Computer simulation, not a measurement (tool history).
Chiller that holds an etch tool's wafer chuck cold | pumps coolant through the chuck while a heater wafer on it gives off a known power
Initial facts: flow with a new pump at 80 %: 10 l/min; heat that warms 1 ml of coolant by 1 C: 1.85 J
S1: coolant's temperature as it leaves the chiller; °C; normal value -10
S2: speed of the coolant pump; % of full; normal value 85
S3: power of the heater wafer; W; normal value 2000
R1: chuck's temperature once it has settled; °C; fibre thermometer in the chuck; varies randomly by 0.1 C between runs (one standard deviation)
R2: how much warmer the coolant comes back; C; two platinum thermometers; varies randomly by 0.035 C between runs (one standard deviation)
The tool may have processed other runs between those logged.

run    hour   S1  S2    S3    R1    R2
  1       0  -10  85  2000   5.1   6.1
  2    97.7  -10  85  2000   5.2  6.09
  3   168.2  -10  85  2000   5.4   6.1
      267.6  -- chiller's thermometer calibrated
  4   269.4  -10  66  2000   8.6  7.99
  5   338.8  -10  85  1227  -0.3  3.73
  6   473.3  -10  85  1227  -0.4  3.79
  7   591.4  -10  85  1227  -0.3   3.8
  8   671.9   -9  85  1227   0.8  3.83
  9   799.5   -9  85  1003  -0.8  3.14
 10   899.1  -10  85  2000   6.1   6.2
 11  1065.5  -16  85  2115   1.3  6.61
 12  1213.2   -3  99  2000  11.6  5.32
     1257.4  -- coolant changed, channels flushed
 13  1346.2   -6  68  1127   3.1  4.47
 14  1501.9   -6  68  1127   3.3  4.46
 15    1592   -6  68  1127   3.2  4.48
 16  1740.9  -11  85  2000   3.3  6.33
 17  1853.4  -11  85  2000   3.4   6.3
 18  1999.8  -13  90  2000   1.1  5.93
 19  2092.1  -13  90  2000   1.3  5.97

What if the next run were any one of these 5? Each begins from the tool's condition after run 19:
  A  2211.2  -10  80  2000   ?   ?
  B  2211.2  -18  69  2000   ?   ?
  C  2211.2  -13  92  2000   ?   ?
  D  2211.2  -15  90  2000   ?   ?
  E  2211.2  -17  85  2000   ?   ?

run    R1    R2
  A   5.4  6.83
  B  -1.1  8.01
  C     1  5.86
  D  -0.6  5.97
  E  -2.3   6.4
The same runs, with their run-to-run variation unchanged, on a tool lacking any hidden condition would have given:
run    R1    R2
  A   4.7  6.51
  B  -1.9  7.64
  C   0.3  5.59
  D  -1.3  5.69
  E    -3   6.1

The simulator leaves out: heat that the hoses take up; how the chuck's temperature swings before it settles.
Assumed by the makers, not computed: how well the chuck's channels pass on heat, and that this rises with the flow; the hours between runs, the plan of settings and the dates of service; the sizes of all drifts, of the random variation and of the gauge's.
